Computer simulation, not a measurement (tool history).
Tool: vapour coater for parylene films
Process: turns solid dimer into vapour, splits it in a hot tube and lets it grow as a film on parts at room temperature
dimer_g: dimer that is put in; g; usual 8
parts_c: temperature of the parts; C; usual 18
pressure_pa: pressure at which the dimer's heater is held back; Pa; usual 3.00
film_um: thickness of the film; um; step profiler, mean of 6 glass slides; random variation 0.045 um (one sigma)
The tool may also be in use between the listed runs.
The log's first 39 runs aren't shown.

run    hour  dimer_g  parts_c  pressure_pa  hours of work since the trap's valve was overhauled  hours of work since the table's thermometer was calibrated  film_um
 40  2176.9        8       15         2.81                                                  203                                                         505     5.46
 41  2236.0       10       21         8.07                                                  236                                                         538     4.21
 42  2306.1       10       21         8.07                                                  275                                                         577     4.13
 43  2367.6       10       21         8.07                                                  310                                                         612     4.17
 44  2439.1       10       21         8.07                                                  350                                                         652     4.10
 45  2491.3       10       21         8.07                                                  379                                                         681     4.11
 46  2522.5       12       18         7.25                                                  396                                                         699     5.73
 47  2595.2       12       13         9.28                                                  437                                                         739     6.64
     2634.1  -- trap's valve overhauled
 48  2665.4        8       11         3.00                                                   18                                                         776     7.02

Forecast each of these 3 alternatives for the next run:
  A  2703.3        3       11         3.00                                                   39                                                         798        ?
  B  2703.3        8       29         3.00                                                   39                                                         798        ?
  C  2703.3        4       18         3.00                                                   39                                                         798        ?

run  film_um
  A     2.58
  B     3.03
  C     2.54
Without the tool's hidden state the same runs would have given:
run  film_um
  A     2.56
  B     3.00
  C     2.51

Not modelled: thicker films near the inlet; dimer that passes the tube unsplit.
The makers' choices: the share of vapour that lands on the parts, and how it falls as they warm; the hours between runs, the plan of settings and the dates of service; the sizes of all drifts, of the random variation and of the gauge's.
